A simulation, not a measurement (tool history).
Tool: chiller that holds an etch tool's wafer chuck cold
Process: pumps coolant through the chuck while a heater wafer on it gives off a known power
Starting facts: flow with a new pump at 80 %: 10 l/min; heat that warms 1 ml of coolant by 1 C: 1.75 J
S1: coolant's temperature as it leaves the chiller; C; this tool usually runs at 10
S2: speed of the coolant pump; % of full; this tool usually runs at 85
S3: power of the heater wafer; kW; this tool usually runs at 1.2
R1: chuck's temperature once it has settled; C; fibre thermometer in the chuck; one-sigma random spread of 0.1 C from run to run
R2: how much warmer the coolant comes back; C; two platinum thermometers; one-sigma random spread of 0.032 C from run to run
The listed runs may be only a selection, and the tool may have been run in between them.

Run 1, hour 0: usual settings. Result: R1 19 C, R2 4.08 C.
Run 2, hour 195.1: usual settings. Result: R1 19.2 C, R2 4.06 C.
Run 3, hour 321.7: usual settings but S1 17 C. Result: R1 26.3 C, R2 4.04 C.
Run 4, hour 506.2: usual settings but S1 17 C. Result: R1 26.1 C, R2 4.08 C.
Run 5, hour 716: usual settings but S1 17 C. Result: R1 26.2 C, R2 4.1 C.
Run 6, hour 935.9: usual settings. Result: R1 19.3 C, R2 4.14 C.
Run 7, hour 1112: usual settings but S1 2 C. Result: R1 11.2 C, R2 4.1 C.
Run 8, hour 1280.7: usual settings but S1 2 C. Result: R1 11.4 C, R2 4.21 C.
Run 9, hour 1439.7: usual settings but S1 2 C. Result: R1 11.5 C, R2 4.15 C.
Run 10, hour 1535.5: usual settings but S1 14 C, S2 95 % of full, S3 1.141 kW. Result: R1 22.3 C, R2 3.49 C.
Run 11, hour 1698.7: usual settings but S2 77 % of full, S3 0.828 kW. Result: R1 16.8 C, R2 3.16 C.
At hour 1756.4: coolant changed, channels flushed.
Run 12, hour 1906.2: usual settings but S1 19 C, S2 62 % of full. Result: R1 29.4 C, R2 5.68 C.

Estimate the outcome of run 13 from the log above:
Run 13, hour 2077.3: usual settings but S1 19 C, S2 88 % of full, S3 0.661 kW. Result: R1 ?, R2 ?.

{"run 13": {"R1": 23.5, "R2": 2.19}}
Without the tool's hidden state the same run would have given R1 23.6 C, R2 2.01 C.
